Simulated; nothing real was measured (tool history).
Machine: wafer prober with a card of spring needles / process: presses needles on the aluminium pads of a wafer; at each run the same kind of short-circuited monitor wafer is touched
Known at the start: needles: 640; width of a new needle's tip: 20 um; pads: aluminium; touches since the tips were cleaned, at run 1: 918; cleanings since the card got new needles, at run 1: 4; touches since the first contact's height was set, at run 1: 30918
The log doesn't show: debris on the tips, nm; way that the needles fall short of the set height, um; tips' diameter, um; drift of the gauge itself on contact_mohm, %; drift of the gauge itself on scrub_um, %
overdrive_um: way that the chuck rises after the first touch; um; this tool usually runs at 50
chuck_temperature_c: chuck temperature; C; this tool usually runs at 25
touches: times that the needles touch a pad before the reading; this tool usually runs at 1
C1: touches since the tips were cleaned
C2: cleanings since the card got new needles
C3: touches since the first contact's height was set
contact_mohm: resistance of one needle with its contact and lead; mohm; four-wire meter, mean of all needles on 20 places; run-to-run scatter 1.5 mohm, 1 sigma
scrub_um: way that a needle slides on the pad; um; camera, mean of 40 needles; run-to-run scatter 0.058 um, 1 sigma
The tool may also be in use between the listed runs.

Run 1, day 0: usual settings; C1 918; C2 4; C3 30918. Result: contact_mohm 147 mohm, scrub_um 13.21 um.
At day 0.812: tips cleaned on abrasive film.
Run 2, day 1.221: usual settings; C1 3449; C2 5; C3 41244. Result: contact_mohm 148 mohm, scrub_um 13.43 um.
At day 1.725: tips cleaned on abrasive film.
Run 3, day 2.067: usual settings; C1 2889; C2 6; C3 48379. Result: contact_mohm 145 mohm, scrub_um 13.32 um.
At day 2.621: tips cleaned on abrasive film.
Run 4, day 3.229: usual settings; C1 5178; C2 7; C3 58233. Result: contact_mohm 142 mohm, scrub_um 13.3 um.
At day 3.546: tips cleaned on abrasive film.
At day 4.492: tips cleaned on abrasive film.
Run 5, day 4.492: usual settings; C1 5; C2 9; C3 68874. Result: contact_mohm 147 mohm, scrub_um 13.3 um.
At day 5.454: tips cleaned on abrasive film.
Run 6, day 5.671: usual settings; C1 1848; C2 10; C3 78857. Result: contact_mohm 143 mohm, scrub_um 13.34 um.
At day 6.417: tips cleaned on abrasive film.
Run 7, day 6.708: usual settings; C1 2477; C2 11; C3 87625. Result: contact_mohm 145 mohm, scrub_um 13.34 um.
At day 7.338: tips cleaned on abrasive film.
Run 8, day 7.629: usual settings but overdrive_um 35 um; C1 2478; C2 12; C3 95415. Result: contact_mohm 156 mohm, scrub_um 9.29 um.
At day 8.25: tips cleaned on abrasive film.
Run 9, day 8.942: usual settings but chuck_temperature_c 103 C; C1 5872; C2 13; C3 106511. Result: contact_mohm 160 mohm, scrub_um 13.45 um.
At day 9.146: tips cleaned on abrasive film.
Run 10, day 9.579: usual settings but chuck_temperature_c 103 C; C1 3691; C2 14; C3 111912. Result: contact_mohm 160 mohm, scrub_um 13.43 um.
At day 10.079: tips cleaned on abrasive film.
Run 11, day 10.883: usual settings but chuck_temperature_c 103 C; C1 6831; C2 15; C3 122941. Result: contact_mohm 162 mohm, scrub_um 13.52 um.
At day 11.012: tips cleaned on abrasive film.
Run 12, day 11.529: usual settings but chuck_temperature_c 85 C; C1 4380; C2 16; C3 128388. Result: contact_mohm 155 mohm, scrub_um 13.42 um.
At day 11.9: tips cleaned on abrasive film.
Run 13, day 12.167: usual settings but chuck_temperature_c 85 C; C1 2266; C2 17; C3 133775. Result: contact_mohm 158 mohm, scrub_um 13.59 um.
At day 12.888: tips cleaned on abrasive film.
Run 14, day 13.017: usual settings but overdrive_um 54 um, chuck_temperature_c 44 C; C1 1094; C2 18; C3 140941. Result: contact_mohm 147 mohm, scrub_um 14.39 um.
At day 13.771: tips cleaned on abrasive film.
Run 15, day 14.238: usual settings; C1 3953; C2 19; C3 151286. Result: contact_mohm 146 mohm, scrub_um 13.4 um.
At day 14.692: tips cleaned on abrasive film.
Run 16, day 15.138: usual settings but chuck_temperature_c 34 C, touches 2; C1 3787; C2 20; C3 158881. Result: contact_mohm 148 mohm, scrub_um 13.5 um.
At day 15.608: tips cleaned on abrasive film.
Run 17, day 16.221: usual settings but chuck_temperature_c 34 C, touches 2; C1 5227; C2 21; C3 168058. Result: contact_mohm 146 mohm, scrub_um 13.4 um.
At day 16.521: tips cleaned on abrasive film.
At day 17.454: tips cleaned on abrasive film.
Run 18, day 17.512: usual settings but chuck_temperature_c 34 C, touches 2; C1 508; C2 23; C3 178945. Result: contact_mohm 147 mohm, scrub_um 13.49 um.
Run 19, day 18.304: usual settings but chuck_temperature_c 39 C, touches 3; C1 7218; C2 23; C3 185655. Result: contact_mohm 145 mohm, scrub_um 13.41 um.
At day 18.4: tips cleaned on abrasive film.
Run 20, day 19.029: usual settings but chuck_temperature_c 39 C, touches 3; C1 5358; C2 24; C3 191793. Result: contact_mohm 149 mohm, scrub_um 13.44 um.
At day 19.317: tips cleaned on abrasive film.
Run 21, day 19.971: usual settings but chuck_temperature_c 76 C; C1 5568; C2 25; C3 199752. Result: contact_mohm 156 mohm, scrub_um 13.46 um.
At day 20.204: tips cleaned on abrasive film.
At day 21.142: tips cleaned on abrasive film.
Run 22, day 21.238: usual settings but overdrive_um 42 um, chuck_temperature_c 40 C; C1 813; C2 27; C3 210445. Result: contact_mohm 153 mohm, scrub_um 11.39 um.

Predict the results of run 23:
At day 22.079: tips cleaned on abrasive film.
Run 23, day 22.4: usual settings but overdrive_um 35 um, chuck_temperature_c 111 C, touches 2; C1 2728; C2 28; C3 220282. Result: contact_mohm ?, scrub_um ?.

Run 23 measured contact_mohm 174 mohm, scrub_um 9.47 um.
On a tool with no hidden condition, and with the same random variation, this run would have come out at contact_mohm 174 mohm, scrub_um 9.31 um.
